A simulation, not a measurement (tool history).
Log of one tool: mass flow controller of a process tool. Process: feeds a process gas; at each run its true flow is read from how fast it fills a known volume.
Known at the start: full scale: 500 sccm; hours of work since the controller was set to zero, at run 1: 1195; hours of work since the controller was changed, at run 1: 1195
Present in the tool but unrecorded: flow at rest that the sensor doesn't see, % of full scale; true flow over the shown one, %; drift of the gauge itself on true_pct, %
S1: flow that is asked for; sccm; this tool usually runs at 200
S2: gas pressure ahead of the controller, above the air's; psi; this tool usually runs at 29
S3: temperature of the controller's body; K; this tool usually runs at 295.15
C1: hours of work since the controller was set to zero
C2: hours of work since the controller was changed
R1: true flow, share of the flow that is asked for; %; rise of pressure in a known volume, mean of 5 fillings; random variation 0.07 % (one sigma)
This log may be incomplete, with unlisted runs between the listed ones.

run 1 hour=0 | S1=200 S2=29 S3=295.15 | C1=1195 C2=1195 | R1=98.35
run 2 hour=82.2 | S1=200 S2=24.4 S3=295.15 | C1=1234 C2=1234 | R1=98.59
run 3 hour=117 | S1=67 S2=29 S3=295.15 | C1=1250 C2=1250 | R1=96.56
run 4 hour=192.2 | S1=200 S2=29 S3=295.15 | C1=1286 C2=1286 | R1=98.34
run 5 hour=253.8 | S1=200 S2=29 S3=295.15 | C1=1315 C2=1315 | R1=98.47
run 6 hour=316.7 | S1=200 S2=29 S3=295.15 | C1=1344 C2=1344 | R1=98.29
run 7 hour=367.1 | S1=479 S2=29 S3=295.15 | C1=1368 C2=1368 | R1=99.57
run 8 hour=439.8 | S1=200 S2=29 S3=303.15 | C1=1403 C2=1403 | R1=99.11
run 9 hour=520 | S1=200 S2=29 S3=303.15 | C1=1441 C2=1441 | R1=99.16
run 10 hour=601.1 | S1=200 S2=29 S3=295.15 | C1=1479 C2=1479 | R1=98.28
run 11 hour=640.8 | S1=200 S2=29 S3=295.15 | C1=1498 C2=1498 | R1=98.39
run 12 hour=704.6 | S1=200 S2=29 S3=295.15 | C1=1528 C2=1528 | R1=98.31
run 13 hour=752.3 | S1=200 S2=29 S3=295.15 | C1=1550 C2=1550 | R1=98.37
run 14 hour=793.2 | S1=200 S2=29 S3=313.15 | C1=1570 C2=1570 | R1=100
run 15 hour=841.1 | S1=200 S2=28 S3=295.15 | C1=1592 C2=1592 | R1=98.3
run 16 hour=915.6 | S1=67 S2=29 S3=295.15 | C1=1628 C2=1628 | R1=96.06
run 17 hour=978.8 | S1=214 S2=29 S3=295.15 | C1=1657 C2=1657 | R1=98.32
run 18 hour=1014.7 | S1=58 S2=29 S3=295.15 | C1=1674 C2=1674 | R1=95.62
run 19 hour=1094.8 | S1=58 S2=29 S3=295.15 | C1=1712 C2=1712 | R1=95.47
-- hour=1100.7 controller's zero set anew
run 20 hour=1151.7 | S1=58 S2=29 S3=295.15 | C1=24 C2=1739 | R1=94.54
run 21 hour=1213.9 | S1=200 S2=29 S3=299.15 | C1=54 C2=1768 | R1=98.51
run 22 hour=1274.3 | S1=200 S2=29 S3=295.15 | C1=82 C2=1797 | R1=97.85
run 23 hour=1326.1 | S1=200 S2=29 S3=293.15 | C1=107 C2=1821 | R1=97.76
run 24 hour=1395.5 | S1=200 S2=29 S3=293.15 | C1=139 C2=1854 | R1=97.68
run 25 hour=1448.4 | S1=200 S2=29 S3=293.15 | C1=164 C2=1879 | R1=97.72
-- hour=1498.7 controller's zero set anew, once more
run 26 hour=1524.2 | S1=182 S2=25.4 S3=293.15 | C1=12 C2=1915 | R1=99.27
run 27 hour=1588.1 | S1=182 S2=24.4 S3=300.15 | C1=42 C2=1945 | R1=99.81
run 28 hour=1670.1 | S1=182 S2=39.6 S3=313.15 | C1=81 C2=1984 | R1=100.71
run 29 hour=1727.6 | S1=182 S2=39.6 S3=294.15 | C1=108 C2=2011 | R1=98.77
run 30 hour=1810.9 | S1=59 S2=25.2 S3=295.15 | C1=148 C2=2050 | R1=98.9
run 31 hour=1890.2 | S1=59 S2=25.2 S3=295.15 | C1=185 C2=2088 | R1=98.66
run 32 hour=1967 | S1=350 S2=31 S3=308.15 | C1=221 C2=2124 | R1=100.85
run 33 hour=2038.7 | S1=350 S2=31 S3=308.15 | C1=255 C2=2158 | R1=100.78
run 34 hour=2107.8 | S1=58 S2=25.2 S3=298.15 | C1=288 C2=2191 | R1=98.74
run 35 hour=2148.2 | S1=113 S2=22.6 S3=294.15 | C1=307 C2=2210 | R1=98.9
run 36 hour=2207.4 | S1=113 S2=22.6 S3=294.15 | C1=335 C2=2238 | R1=98.94
run 37 hour=2270.2 | S1=113 S2=22.6 S3=294.15 | C1=365 C2=2268 | R1=98.86
run 38 hour=2328.1 | S1=113 S2=22.6 S3=294.15 | C1=392 C2=2295 | R1=98.83
run 39 hour=2375 | S1=63 S2=22.6 S3=303.15 | C1=414 C2=2317 | R1=99.12
run 40 hour=2427.1 | S1=63 S2=22.6 S3=303.15 | C1=439 C2=2342 | R1=99.22
run 41 hour=2506.4 | S1=189 S2=24.2 S3=295.15 | C1=476 C2=2379 | R1=99.2
run 42 hour=2541.3 | S1=334 S2=35 S3=293.15 | C1=493 C2=2396 | R1=99.24
run 43 hour=2595.3 | S1=200 S2=35.5 S3=311.15 | C1=518 C2=2421 | R1=100.61
run 44 hour=2664.6 | S1=200 S2=35.5 S3=311.15 | C1=551 C2=2454 | R1=100.64

Estimate the outcome of run 45 from the log above:
run 45 hour=2727.6 | S1=120 S2=21.8 S3=297.15 | C1=581 C2=2484 | R1=?

{"run 45": {"R1": 98.92}}
On a tool with no hidden condition, and with the same random variation, this run would have come out at R1 99.06 %.
